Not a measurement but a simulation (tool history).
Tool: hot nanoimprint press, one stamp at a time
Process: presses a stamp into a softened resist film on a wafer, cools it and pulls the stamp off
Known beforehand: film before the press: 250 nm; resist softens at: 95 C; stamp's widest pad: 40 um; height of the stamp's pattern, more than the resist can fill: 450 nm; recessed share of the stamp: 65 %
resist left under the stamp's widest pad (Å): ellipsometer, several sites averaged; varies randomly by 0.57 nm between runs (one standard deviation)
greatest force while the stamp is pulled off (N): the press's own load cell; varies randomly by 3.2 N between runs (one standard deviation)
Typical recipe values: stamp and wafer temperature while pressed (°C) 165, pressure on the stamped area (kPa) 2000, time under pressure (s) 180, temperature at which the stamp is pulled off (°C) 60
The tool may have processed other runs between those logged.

| run | day | stamp and wafer temperature while pressed (°C) | pressure on the stamped area (kPa) | time under pressure (s) | temperature at which the stamp is pulled off (°C) | resist left under the stamp's widest pad (Å) | greatest force while the stamp is pulled off (N) |
|---|---|---|---|---|---|---|---|
| 1 | 0.000 | 165 | 2000 | 180 | 60 | 1031 | 201 |
| 2 | 0.388 | 165 | 2000 | 180 | 60 | 1027 | 200 |
| 3 | 0.692 | 165 | 2000 | 180 | 60 | 1023 | 214 |
| 4 | 1.079 | 165 | 2000 | 180 | 60 | 1034 | 216 |
| 5 | 1.433 | 165 | 2000 | 180 | 60 | 1030 | 212 |
| 6 | 1.812 | 165 | 2000 | 180 | 60 | 1036 | 214 |
| 7 | 2.204 | 172 | 2000 | 180 | 60 | 777 | 218 |
| 8 | 2.496 | 172 | 2000 | 180 | 60 | 793 | 226 |
| 9 | 2.688 | 172 | 2000 | 180 | 60 | 767 | 230 |
| 10 | 3.038 | 172 | 2000 | 180 | 60 | 784 | 224 |
| 11 | 3.312 | 172 | 2000 | 180 | 60 | 784 | 228 |
| 12 | 3.725 | 165 | 2000 | 180 | 49 | 1033 | 278 |
| 13 | 3.929 | 165 | 2000 | 180 | 49 | 1039 | 278 |
|  | 4.638 | stamp cleaned and given a new release coat |
| 14 | 4.638 | 165 | 2000 | 180 | 49 | 1037 | 236 |
|  | 4.954 | plate thermocouple calibrated |
| 15 | 5.179 | 165 | 2000 | 180 | 49 | 1087 | 251 |
| 16 | 5.429 | 155 | 2000 | 94 | 60 | 1888 | 210 |
| 17 | 5.854 | 155 | 2000 | 94 | 60 | 1870 | 204 |
| 18 | 6.054 | 159 | 2000 | 94 | 64 | 1668 | 188 |
| 19 | 6.254 | 159 | 2000 | 204 | 64 | 1341 | 196 |
| 20 | 6.625 | 165 | 1220 | 180 | 60 | 1395 | 210 |
| 21 | 6.850 | 173 | 1220 | 180 | 53 | 1042 | 244 |
| 22 | 7.188 | 165 | 2000 | 180 | 58 | 1098 | 221 |
|  | 7.592 | plate thermocouple calibrated, once more |
| 23 | 7.658 | 165 | 2350 | 294 | 60 | 737 | 203 |
| 24 | 8.096 | 165 | 2350 | 294 | 60 | 735 | 204 |
| 25 | 8.408 | 165 | 2350 | 294 | 60 | 733 | 206 |
| 26 | 8.829 | 170 | 2350 | 294 | 51 | 596 | 252 |
| 27 | 9.204 | 170 | 2350 | 294 | 51 | 602 | 250 |
| 28 | 9.417 | 170 | 1520 | 187 | 46 | 902 | 288 |
| 29 | 9.608 | 174 | 2210 | 143 | 60 | 699 | 214 |

5 options for the next run, each taken on its own from the tool as it stands now. Forecast them:
| A | 9.888 | 165 | 1980 | 180 | 60 | ? | ? |
| B | 9.888 | 170 | 1930 | 143 | 61 | ? | ? |
| C | 9.888 | 166 | 2680 | 143 | 60 | ? | ? |
| D | 9.888 | 154 | 2210 | 157 | 60 | ? | ? |
| E | 9.888 | 156 | 2000 | 237 | 54 | ? | ? |

| run | resist left under the stamp's widest pad (Å) | greatest force while the stamp is pulled off (N) |
|---|---|---|
| A | 972 | 216 |
| B | 888 | 211 |
| C | 863 | 213 |
| D | 1508 | 215 |
| E | 1281 | 247 |
With no hidden state in the tool, these same runs would have given:
| run | resist left under the stamp's widest pad (Å) | greatest force while the stamp is pulled off (N) |
|---|---|---|
| A | 963 | 185 |
| B | 880 | 181 |
| C | 854 | 182 |
| D | 1496 | 185 |
| E | 1270 | 212 |
